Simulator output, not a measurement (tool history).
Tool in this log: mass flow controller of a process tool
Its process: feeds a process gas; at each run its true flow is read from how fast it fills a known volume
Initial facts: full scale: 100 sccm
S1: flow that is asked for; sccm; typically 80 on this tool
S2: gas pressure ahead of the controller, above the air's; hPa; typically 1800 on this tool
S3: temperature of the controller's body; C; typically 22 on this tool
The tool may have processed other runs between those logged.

{"run": 1, "hour": 0.0, "S1": 80, "S2": 1800, "S3": 22, "true flow (%)": 99.9}
{"run": 2, "hour": 69.3, "S1": 80, "S2": 1800, "S3": 22, "true flow (%)": 99.82}
{"run": 3, "hour": 115.8, "S1": 80, "S2": 1800, "S3": 22, "true flow (%)": 99.72}
{"run": 4, "hour": 170.7, "S1": 80, "S2": 1800, "S3": 22, "true flow (%)": 99.74}
{"run": 5, "hour": 249.2, "S1": 80, "S2": 1800, "S3": 22, "true flow (%)": 99.49}
{"run": 6, "hour": 315.8, "S1": 91, "S2": 1800, "S3": 22, "true flow (%)": 99.5}
{"run": 7, "hour": 360.1, "S1": 91, "S2": 1800, "S3": 22, "true flow (%)": 99.55}
{"run": 8, "hour": 442.5, "S1": 91, "S2": 1800, "S3": 22, "true flow (%)": 99.27}
{"run": 9, "hour": 498.3, "S1": 20, "S2": 1770, "S3": 22, "true flow (%)": 97.83}
{"run": 10, "hour": 578.4, "S1": 20, "S2": 1770, "S3": 22, "true flow (%)": 97.66}

Consider 4 possible next runs. They are alternatives, not a sequence: every one starts from the tool as it was left by run 10. What does each give?
{"run": "A", "hour": 660.2, "S1": 45, "S2": 2540, "S3": 29, "true flow (%)": "?"}
{"run": "B", "hour": 660.2, "S1": 34, "S2": 2220, "S3": 21, "true flow (%)": "?"}
{"run": "C", "hour": 660.2, "S1": 57, "S2": 1490, "S3": 24, "true flow (%)": "?"}
{"run": "D", "hour": 660.2, "S1": 63, "S2": 1610, "S3": 38, "true flow (%)": "?"}

run=A true_flow_(%)=97.14
run=B true_flow_(%)=97.77
run=C true_flow_(%)=98.11
run=D true_flow_(%)=96.97
Stripped of hidden state, with their random variation kept, the same runs would have yielded:
run=A true_flow_(%)=98.43
run=B true_flow_(%)=99.08
run=C true_flow_(%)=99.42
run=D true_flow_(%)=98.26

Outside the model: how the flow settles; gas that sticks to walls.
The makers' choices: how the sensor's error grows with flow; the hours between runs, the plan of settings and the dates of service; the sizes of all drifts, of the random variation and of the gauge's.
